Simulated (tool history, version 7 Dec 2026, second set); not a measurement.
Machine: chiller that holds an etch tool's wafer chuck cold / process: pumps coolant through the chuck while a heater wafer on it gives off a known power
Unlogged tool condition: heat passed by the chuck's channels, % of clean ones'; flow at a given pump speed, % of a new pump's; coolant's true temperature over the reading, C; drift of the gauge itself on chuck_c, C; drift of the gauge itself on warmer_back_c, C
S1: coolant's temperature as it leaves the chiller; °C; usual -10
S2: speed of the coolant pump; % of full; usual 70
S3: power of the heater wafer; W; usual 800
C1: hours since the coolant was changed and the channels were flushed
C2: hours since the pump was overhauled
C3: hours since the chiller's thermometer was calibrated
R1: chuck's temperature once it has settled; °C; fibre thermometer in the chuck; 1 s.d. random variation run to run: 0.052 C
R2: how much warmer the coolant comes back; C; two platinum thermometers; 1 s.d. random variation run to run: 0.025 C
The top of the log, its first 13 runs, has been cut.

Run 14, day 16.642: usual settings but S1 -16 °C; C1 3914; C2 462; C3 1718. Result: R1 -10.22 °C, R2 2.71 C.
Run 15, day 17.408: usual settings but S1 -16 °C; C1 3932; C2 481; C3 1736. Result: R1 -10.25 °C, R2 2.72 C.
Run 16, day 19.071: usual settings but S1 -16 °C; C1 3972; C2 520; C3 1776. Result: R1 -10.24 °C, R2 2.69 C.
Run 17, day 20.346: usual settings but S1 -7 °C, S2 78 % of full, S3 1156 W; C1 4003; C2 551; C3 1806. Result: R1 0.69 °C, R2 3.53 C.
Run 18, day 21.554: usual settings but S1 -7 °C, S2 78 % of full, S3 891 W; C1 4032; C2 580; C3 1835. Result: R1 -0.95 °C, R2 2.68 C.
Run 19, day 22.617: usual settings but S1 -19 °C, S2 95 % of full, S3 1183 W; C1 4057; C2 606; C3 1861. Result: R1 -12.09 °C, R2 2.94 C.
Run 20, day 23.321: usual settings but S1 -4 °C, S2 77 % of full, S3 616 W; C1 4074; C2 623; C3 1878. Result: R1 0.23 °C, R2 1.92 C.
Run 21, day 24.075: usual settings but S1 -7 °C, S2 95 % of full, S3 698 W; C1 4092; C2 641; C3 1896. Result: R1 -2.94 °C, R2 1.71 C.
Run 22, day 25.454: usual settings but S1 -13 °C, S2 97 % of full, S3 738 W; C1 4126; C2 674; C3 1929. Result: R1 -8.76 °C, R2 1.76 C.
Run 23, day 26.3: usual settings but S1 -13 °C, S2 97 % of full, S3 738 W; C1 4146; C2 694; C3 1949. Result: R1 -8.74 °C, R2 1.8 C.
Run 24, day 27.329: usual settings but S1 -2 °C, S2 97 % of full, S3 410 W; C1 4170; C2 719; C3 1974. Result: R1 0.39 °C, R2 0.99 C.
Run 25, day 29.008: usual settings but S1 -2 °C, S2 97 % of full, S3 410 W; C1 4211; C2 759; C3 2014. Result: R1 0.4 °C, R2 0.99 C.
Run 26, day 30.488: usual settings but S1 -2 °C, S2 84 % of full, S3 1156 W; C1 4246; C2 795; C3 2050. Result: R1 5.38 °C, R2 3.25 C.
Run 27, day 31.608: usual settings but S1 -4 °C, S2 65 % of full, S3 857 W; C1 4273; C2 821; C3 2077. Result: R1 2.62 °C, R2 3.11 C.
Run 28, day 32.746: usual settings but S1 -17 °C, S3 891 W; C1 4300; C2 849; C3 2104. Result: R1 -10.46 °C, R2 3.02 C.
Run 29, day 34.288: usual settings but S1 -9 °C, S2 68 % of full, S3 1070 W; C1 4337; C2 886; C3 2141. Result: R1 -1.1 °C, R2 3.74 C.
Run 30, day 35.754: usual settings but S1 -9 °C, S2 68 % of full, S3 697 W; C1 4373; C2 921; C3 2176. Result: R1 -3.75 °C, R2 2.45 C.
Run 31, day 36.462: usual settings but S1 -9 °C, S2 68 % of full, S3 697 W; C1 4390; C2 938; C3 2193. Result: R1 -3.93 °C, R2 2.44 C.
Run 32, day 37.788: usual settings but S1 -19 °C; C1 4421; C2 970; C3 2225. Result: R1 -13.14 °C, R2 2.7 C.

Branching from run 32: 3 alternative next runs. What would each branch give?
Run A, day 38.733: usual settings but S2 71 % of full; C1 4444; C2 992; C3 2248. Result: R1 ?, R2 ?.
Run B, day 38.733: usual settings but S2 60 % of full; C1 4444; C2 992; C3 2248. Result: R1 ?, R2 ?.
Run C, day 38.733: usual settings but S1 -9 °C, S2 64 % of full, S3 944 W; C1 4444; C2 992; C3 2248. Result: R1 ?, R2 ?.

run     R1    R2
  A  -4.11  2.68
  B  -3.45  3.17
  C  -1.64  3.55
Take away the tool's hidden state, keep each run's random variation, and the runs would have read:
run     R1    R2
  A  -4.38  2.66
  B  -3.75  3.14
  C  -1.97  3.51
